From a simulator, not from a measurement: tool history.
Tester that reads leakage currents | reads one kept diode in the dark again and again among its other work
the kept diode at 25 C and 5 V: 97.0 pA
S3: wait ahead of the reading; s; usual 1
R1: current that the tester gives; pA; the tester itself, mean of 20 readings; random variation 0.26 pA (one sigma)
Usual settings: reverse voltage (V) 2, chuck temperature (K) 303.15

run 1 hour=0 | reverse_voltage_(V)=2 chuck_temperature_(K)=303.15 S3=1 | R1=91.64
run 2 hour=130.4 | reverse_voltage_(V)=2 chuck_temperature_(K)=303.15 S3=1 | R1=91.57
run 3 hour=295.1 | reverse_voltage_(V)=2 chuck_temperature_(K)=303.15 S3=1 | R1=92.46
run 4 hour=455.3 | reverse_voltage_(V)=2 chuck_temperature_(K)=303.15 S3=1 | R1=94.45
run 5 hour=574.7 | reverse_voltage_(V)=2 chuck_temperature_(K)=303.15 S3=1 | R1=94.52
-- hour=602 chuck's temperature calibrated
run 6 hour=645.1 | reverse_voltage_(V)=2 chuck_temperature_(K)=303.15 S3=1 | R1=87.66
run 7 hour=748.8 | reverse_voltage_(V)=2 chuck_temperature_(K)=303.15 S3=1 | R1=88.75
-- hour=777.8 tester calibrated
run 8 hour=906 | reverse_voltage_(V)=2 chuck_temperature_(K)=303.15 S3=1 | R1=86.24
run 9 hour=1046.7 | reverse_voltage_(V)=2 chuck_temperature_(K)=303.15 S3=1 | R1=87.87
run 10 hour=1152.8 | reverse_voltage_(V)=2 chuck_temperature_(K)=303.15 S3=1 | R1=88.75
run 11 hour=1255.2 | reverse_voltage_(V)=2 chuck_temperature_(K)=303.15 S3=0.93 | R1=89.28
run 12 hour=1331.1 | reverse_voltage_(V)=2 chuck_temperature_(K)=303.15 S3=0.93 | R1=89.49
run 13 hour=1449.1 | reverse_voltage_(V)=2 chuck_temperature_(K)=303.15 S3=0.93 | R1=90.66
run 14 hour=1549.2 | reverse_voltage_(V)=5.78 chuck_temperature_(K)=303.15 S3=1 | R1=162.54
run 15 hour=1648.9 | reverse_voltage_(V)=5.78 chuck_temperature_(K)=303.15 S3=1 | R1=163.83
run 16 hour=1805.9 | reverse_voltage_(V)=2.64 chuck_temperature_(K)=303.15 S3=1 | R1=107.97
run 17 hour=1929.7 | reverse_voltage_(V)=2.64 chuck_temperature_(K)=303.15 S3=1 | R1=108.82
run 18 hour=2050.5 | reverse_voltage_(V)=2.64 chuck_temperature_(K)=303.15 S3=1 | R1=110.02
-- hour=2060 chuck's temperature calibrated
run 19 hour=2145.8 | reverse_voltage_(V)=2.64 chuck_temperature_(K)=303.15 S3=1 | R1=101.41
run 20 hour=2268.2 | reverse_voltage_(V)=2.64 chuck_temperature_(K)=303.15 S3=1 | R1=102.34
run 21 hour=2420.7 | reverse_voltage_(V)=1.15 chuck_temperature_(K)=328.15 S3=4.63 | R1=327.58
run 22 hour=2492.5 | reverse_voltage_(V)=19.65 chuck_temperature_(K)=299.15 S3=0.65 | R1=239.85
-- hour=2546.4 probe card cleaned and baked
run 23 hour=2617.6 | reverse_voltage_(V)=19.65 chuck_temperature_(K)=299.15 S3=0.65 | R1=235.4
run 24 hour=2782.3 | reverse_voltage_(V)=19.65 chuck_temperature_(K)=299.15 S3=0.65 | R1=238.19
run 25 hour=2907.8 | reverse_voltage_(V)=1.86 chuck_temperature_(K)=303.15 S3=1 | R1=87.77
run 26 hour=2998.6 | reverse_voltage_(V)=1.59 chuck_temperature_(K)=295.15 S3=3.96 | R1=45.65
run 27 hour=3113.5 | reverse_voltage_(V)=1.59 chuck_temperature_(K)=295.15 S3=3.96 | R1=46.46
run 28 hour=3203.7 | reverse_voltage_(V)=9.46 chuck_temperature_(K)=304.15 S3=1.38 | R1=232.91
run 29 hour=3327 | reverse_voltage_(V)=9.46 chuck_temperature_(K)=304.15 S3=1.38 | R1=234.57
run 30 hour=3490.7 | reverse_voltage_(V)=2.56 chuck_temperature_(K)=301.15 S3=1 | R1=94.74
-- hour=3528.2 chuck's temperature calibrated
run 31 hour=3632.5 | reverse_voltage_(V)=2.56 chuck_temperature_(K)=301.15 S3=1 | R1=85.62
run 32 hour=3711.3 | reverse_voltage_(V)=6.73 chuck_temperature_(K)=319.15 S3=1.25 | R1=484.68
run 33 hour=3833.2 | reverse_voltage_(V)=6.73 chuck_temperature_(K)=319.15 S3=1.25 | R1=487.74
run 34 hour=3914.9 | reverse_voltage_(V)=1.17 chuck_temperature_(K)=303.15 S3=1 | R1=65.4
run 35 hour=4050.4 | reverse_voltage_(V)=3.25 chuck_temperature_(K)=301.15 S3=2.93 | R1=100.68
run 36 hour=4202.5 | reverse_voltage_(V)=6.46 chuck_temperature_(K)=301.15 S3=1.83 | R1=148.89
run 37 hour=4282.4 | reverse_voltage_(V)=6.46 chuck_temperature_(K)=301.15 S3=1.83 | R1=149.28
run 38 hour=4373.8 | reverse_voltage_(V)=6.46 chuck_temperature_(K)=301.15 S3=1.83 | R1=149.78

Hidden state or all else? Some run-to-run changes of R1, split into what the settings, what came in and random variation would give without the hidden state, and what is left for the hidden state (with any gauge scatter that isn't in both results):
The hidden state here: stray current of the dirty probe card, pA a volt; current scale over the true one, %; true chuck temperature over the reading, C; drift of the gauge itself on leakage_pa, %.
Run 20 -> 21: reverse voltage (V) 2.64 -> 1.15, chuck temperature (K) 303.15 -> 328.15, S3 1 -> 4.63. R1 +225.24 pA: hidden state +8.85, all else +216.39.
Run 27 -> 28: reverse voltage (V) 1.59 -> 9.46, chuck temperature (K) 295.15 -> 304.15, S3 3.96 -> 1.38. R1 +186.45 pA: hidden state +18.04, all else +168.41.
Run 29 -> 30: reverse voltage (V) 9.46 -> 2.56, chuck temperature (K) 304.15 -> 301.15, S3 1.38 -> 1. R1 -139.83 pA: hidden state -13.59, all else -126.24.
Run 31 -> 32: reverse voltage (V) 2.56 -> 6.73, chuck temperature (K) 301.15 -> 319.15, S3 1 -> 1.25. R1 +399.06 pA: hidden state +10.38, all else +388.68.
Run 33 -> 34: reverse voltage (V) 6.73 -> 1.17, chuck temperature (K) 319.15 -> 303.15, S3 1.25 -> 1. R1 -422.34 pA: hidden state -13.52, all else -408.82.
